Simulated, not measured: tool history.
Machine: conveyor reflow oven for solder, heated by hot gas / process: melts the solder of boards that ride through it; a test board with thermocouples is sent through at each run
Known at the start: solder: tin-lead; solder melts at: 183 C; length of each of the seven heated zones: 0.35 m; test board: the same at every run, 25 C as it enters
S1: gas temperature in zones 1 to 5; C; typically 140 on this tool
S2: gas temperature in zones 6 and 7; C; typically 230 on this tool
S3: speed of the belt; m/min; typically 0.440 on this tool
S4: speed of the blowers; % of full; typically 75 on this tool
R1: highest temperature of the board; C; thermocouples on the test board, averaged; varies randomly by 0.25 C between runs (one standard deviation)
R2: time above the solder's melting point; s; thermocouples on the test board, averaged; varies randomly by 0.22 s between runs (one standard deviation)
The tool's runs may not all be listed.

{"run": 1, "hour": 0.0, "S1": 140, "S2": 230, "S3": 0.44, "S4": 75, "R1": 217.8, "R2": 74.8}
{"run": 2, "hour": 13.9, "S1": 145, "S2": 230, "S3": 0.44, "S4": 75, "R1": 218.4, "R2": 77.9}
{"run": 3, "hour": 29.8, "S1": 145, "S2": 230, "S3": 0.44, "S4": 75, "R1": 218.6, "R2": 78.0}
{"run": 4, "hour": 48.4, "S1": 145, "S2": 230, "S3": 0.44, "S4": 75, "R1": 218.8, "R2": 77.8}
{"run": 5, "hour": 58.5, "S1": 137, "S2": 230, "S3": 0.44, "S4": 75, "R1": 217.3, "R2": 73.2}
{"run": 6, "hour": 73.6, "S1": 140, "S2": 230, "S3": 0.411, "S4": 75, "R1": 219.3, "R2": 82.4}
{"run": 7, "hour": 88.6, "S1": 144, "S2": 230, "S3": 0.44, "S4": 75, "R1": 218.0, "R2": 77.0}
{"run": 8, "hour": 96.6, "S1": 144, "S2": 230, "S3": 0.44, "S4": 75, "R1": 218.4, "R2": 76.9}
{"run": 9, "hour": 105.7, "S1": 144, "S2": 230, "S3": 0.44, "S4": 75, "R1": 218.2, "R2": 77.1}
{"run": 10, "hour": 123.1, "S1": 140, "S2": 230, "S3": 0.44, "S4": 60, "R1": 215.0, "R2": 71.4}
{"run": 11, "hour": 131.1, "S1": 140, "S2": 229, "S3": 0.44, "S4": 60, "R1": 214.4, "R2": 70.1}
{"run": 12, "hour": 140.9, "S1": 140, "S2": 229, "S3": 0.44, "S4": 60, "R1": 214.0, "R2": 69.8}
{"run": 13, "hour": 151.3, "S1": 144, "S2": 230, "S3": 0.44, "S4": 83, "R1": 219.2, "R2": 78.2}
{"run": 14, "hour": 169.1, "S1": 146, "S2": 229, "S3": 0.44, "S4": 83, "R1": 218.5, "R2": 78.4}
{"run": 15, "hour": 180.9, "S1": 146, "S2": 242, "S3": 0.44, "S4": 69, "R1": 228.3, "R2": 85.5}
{"run": 16, "hour": 198.5, "S1": 130, "S2": 242, "S3": 0.418, "S4": 68, "R1": 227.2, "R2": 82.4}
{"run": 17, "hour": 213.1, "S1": 130, "S2": 232, "S3": 0.407, "S4": 55, "R1": 216.3, "R2": 73.8}
{"run": 18, "hour": 224.0, "S1": 130, "S2": 232, "S3": 0.407, "S4": 55, "R1": 216.3, "R2": 73.5}
{"run": 19, "hour": 242.0, "S1": 130, "S2": 232, "S3": 0.407, "S4": 55, "R1": 216.0, "R2": 73.7}
{"run": 20, "hour": 258.6, "S1": 130, "S2": 232, "S3": 0.407, "S4": 57, "R1": 216.3, "R2": 74.1}
{"run": 21, "hour": 268.1, "S1": 130, "S2": 232, "S3": 0.407, "S4": 57, "R1": 216.5, "R2": 74.4}
{"run": 22, "hour": 279.1, "S1": 145, "S2": 230, "S3": 0.366, "S4": 71, "R1": 221.8, "R2": 97.7}
{"run": 23, "hour": 293.2, "S1": 128, "S2": 230, "S3": 0.364, "S4": 75, "R1": 220.5, "R2": 89.4}
{"run": 24, "hour": 301.8, "S1": 155, "S2": 230, "S3": 0.44, "S4": 88, "R1": 220.7, "R2": 84.9}

Predict each of these 4 candidate next runs independently; none follows another, all start after run 24:
{"hour": 318.3, "done": "flux residue cleaned out of gas plates and filters"}
{"run": "A", "hour": 320.1, "S1": 129, "S2": 221, "S3": 0.44, "S4": 74, "R1": "?", "R2": "?"}
{"hour": 318.3, "done": "flux residue cleaned out of gas plates and filters"}
{"run": "B", "hour": 320.1, "S1": 143, "S2": 244, "S3": 0.49, "S4": 88, "R1": "?", "R2": "?"}
{"hour": 318.3, "done": "flux residue cleaned out of gas plates and filters"}
{"run": "C", "hour": 320.1, "S1": 134, "S2": 228, "S3": 0.44, "S4": 88, "R1": "?", "R2": "?"}
{"hour": 318.3, "done": "flux residue cleaned out of gas plates and filters"}
{"run": "D", "hour": 320.1, "S1": 127, "S2": 230, "S3": 0.44, "S4": 75, "R1": "?", "R2": "?"}

run=A R1=209.4 R2=62.7
run=B R1=231.9 R2=77.5
run=C R1=218.8 R2=74.4
run=D R1=217.6 R2=70.1
Without the tool's unlogged condition, the same runs would have read:
run=A R1=209.9 R2=62.8
run=B R1=232.5 R2=77.3
run=C R1=219.4 R2=74.4
run=D R1=218.1 R2=70.1
